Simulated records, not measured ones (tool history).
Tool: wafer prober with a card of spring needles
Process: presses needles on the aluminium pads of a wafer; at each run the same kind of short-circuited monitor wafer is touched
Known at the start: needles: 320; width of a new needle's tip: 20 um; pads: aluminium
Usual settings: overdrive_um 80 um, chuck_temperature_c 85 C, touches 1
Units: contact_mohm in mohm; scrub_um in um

Run 1, hour 0: usual settings. Result: contact_mohm 319 mohm, scrub_um 9.56 um.
Run 2, hour 10.6: usual settings but overdrive_um 73 um. Result: contact_mohm 385 mohm, scrub_um 8.72 um.
At hour 15.1: tips cleaned on abrasive film.
Run 3, hour 20.5: usual settings but overdrive_um 73 um. Result: contact_mohm 295 mohm, scrub_um 8.7 um.
Run 4, hour 38.2: usual settings but overdrive_um 73 um. Result: contact_mohm 399 mohm, scrub_um 8.69 um.
At hour 39.8: tips cleaned on abrasive film.
Run 5, hour 51.9: usual settings but overdrive_um 73 um. Result: contact_mohm 354 mohm, scrub_um 8.6 um.
Run 6, hour 61: usual settings but overdrive_um 73 um. Result: contact_mohm 387 mohm, scrub_um 8.67 um.
At hour 64.6: tips cleaned on abrasive film.
Run 7, hour 73.8: usual settings. Result: contact_mohm 309 mohm, scrub_um 9.55 um.
Run 8, hour 86.3: usual settings. Result: contact_mohm 362 mohm, scrub_um 9.47 um.
At hour 90.6: tips cleaned on abrasive film.
Run 9, hour 104: usual settings but chuck_temperature_c 55 C. Result: contact_mohm 328 mohm, scrub_um 9.51 um.
At hour 115.1: height of the first contact set anew.
Run 10, hour 115.6: usual settings but overdrive_um 99 um. Result: contact_mohm 310 mohm, scrub_um 11.99 um.
At hour 117.3: tips cleaned on abrasive film.
Run 11, hour 134.3: usual settings but overdrive_um 99 um, chuck_temperature_c 109 C. Result: contact_mohm 298 mohm, scrub_um 12 um.
At hour 142.4: tips cleaned on abrasive film.
Run 12, hour 142.9: usual settings but overdrive_um 99 um, chuck_temperature_c 109 C. Result: contact_mohm 229 mohm, scrub_um 11.88 um.
Run 13, hour 162.8: usual settings but chuck_temperature_c 52 C. Result: contact_mohm 356 mohm, scrub_um 9.65 um.
At hour 168.1: tips cleaned on abrasive film.
Run 14, hour 172.3: usual settings. Result: contact_mohm 265 mohm, scrub_um 9.65 um.
Run 15, hour 191.9: usual settings. Result: contact_mohm 363 mohm, scrub_um 9.66 um.
At hour 193.9: tips cleaned on abrasive film.
Run 16, hour 206.8: usual settings. Result: contact_mohm 323 mohm, scrub_um 9.61 um.
Run 17, hour 218: usual settings. Result: contact_mohm 369 mohm, scrub_um 9.64 um.
At hour 219.3: tips cleaned on abrasive film.
Run 18, hour 227: usual settings but overdrive_um 96 um, chuck_temperature_c 39 C. Result: contact_mohm 267 mohm, scrub_um 11.55 um.
Run 19, hour 240.9: usual settings but overdrive_um 72 um, chuck_temperature_c 38 C. Result: contact_mohm 408 mohm, scrub_um 8.64 um.
At hour 245.5: tips cleaned on abrasive film.
Run 20, hour 255.3: usual settings but overdrive_um 62 um, chuck_temperature_c 72 C. Result: contact_mohm 381 mohm, scrub_um 7.45 um.
At hour 270.6: tips cleaned on abrasive film.
Run 21, hour 270.6: usual settings but overdrive_um 88 um, chuck_temperature_c 71 C. Result: contact_mohm 225 mohm, scrub_um 10.56 um.
Run 22, hour 285.4: usual settings but overdrive_um 88 um, chuck_temperature_c 71 C. Result: contact_mohm 314 mohm, scrub_um 10.56 um.
At hour 296.7: tips cleaned on abrasive film.
Run 23, hour 298.6: usual settings but chuck_temperature_c 34 C. Result: contact_mohm 240 mohm, scrub_um 9.6 um.
Run 24, hour 314: usual settings but overdrive_um 83 um, chuck_temperature_c 93 C. Result: contact_mohm 344 mohm, scrub_um 9.88 um.
At hour 322.3: tips cleaned on abrasive film.
Run 25, hour 324.3: usual settings but overdrive_um 83 um, chuck_temperature_c 93 C. Result: contact_mohm 256 mohm, scrub_um 9.96 um.
Run 26, hour 334.5: usual settings but overdrive_um 61 um, touches 2. Result: contact_mohm 340 mohm, scrub_um 7.28 um.
At hour 347.3: tips cleaned on abrasive film.
Run 27, hour 347.3: usual settings but overdrive_um 66 um, chuck_temperature_c 70 C, touches 3. Result: contact_mohm 225 mohm, scrub_um 7.85 um.
Run 28, hour 357.9: usual settings but overdrive_um 66 um, chuck_temperature_c 70 C, touches 3. Result: contact_mohm 273 mohm, scrub_um 7.85 um.
Run 29, hour 369.6: usual settings but overdrive_um 98 um, touches 2. Result: contact_mohm 274 mohm, scrub_um 11.67 um.
At hour 373.3: tips cleaned on abrasive film.
Run 30, hour 384: usual settings but overdrive_um 75 um, chuck_temperature_c 82 C, touches 3. Result: contact_mohm 259 mohm, scrub_um 9 um.
Run 31, hour 395.6: usual settings but chuck_temperature_c 92 C, touches 2. Result: contact_mohm 310 mohm, scrub_um 9.53 um.
At hour 399.2: tips cleaned on abrasive film.
Run 32, hour 410.4: usual settings but overdrive_um 83 um, chuck_temperature_c 101 C, touches 2. Result: contact_mohm 282 mohm, scrub_um 9.9 um.
At hour 424.1: tips cleaned on abrasive film.
Run 33, hour 424.7: usual settings but overdrive_um 79 um, chuck_temperature_c 123 C. Result: contact_mohm 248 mohm, scrub_um 9.4 um.

Forecast each of these 5 alternatives for the next run:
Run A, hour 435.6: usual settings but overdrive_um 86 um, chuck_temperature_c 60 C, touches 3. Result: contact_mohm ?, scrub_um ?.
Run B, hour 435.6: usual settings but overdrive_um 100 um, touches 3. Result: contact_mohm ?, scrub_um ?.
Run C, hour 435.6: usual settings but overdrive_um 69 um, chuck_temperature_c 31 C, touches 2. Result: contact_mohm ?, scrub_um ?.
Run D, hour 435.6: usual settings but overdrive_um 79 um, chuck_temperature_c 123 C. Result: contact_mohm ?, scrub_um ?.
Run E, hour 435.6: usual settings but chuck_temperature_c 36 C. Result: contact_mohm ?, scrub_um ?.

run  contact_mohm  scrub_um
  A           242     10.29
  B           240     11.96
  C           299      8.22
  D           328      9.43
  E           321      9.52
Without the tool's hidden state the same runs would have given:
run  contact_mohm  scrub_um
  A           207     10.45
  B           214     12.12
  C           207      8.38
  D           227      9.59
  E           206      9.68
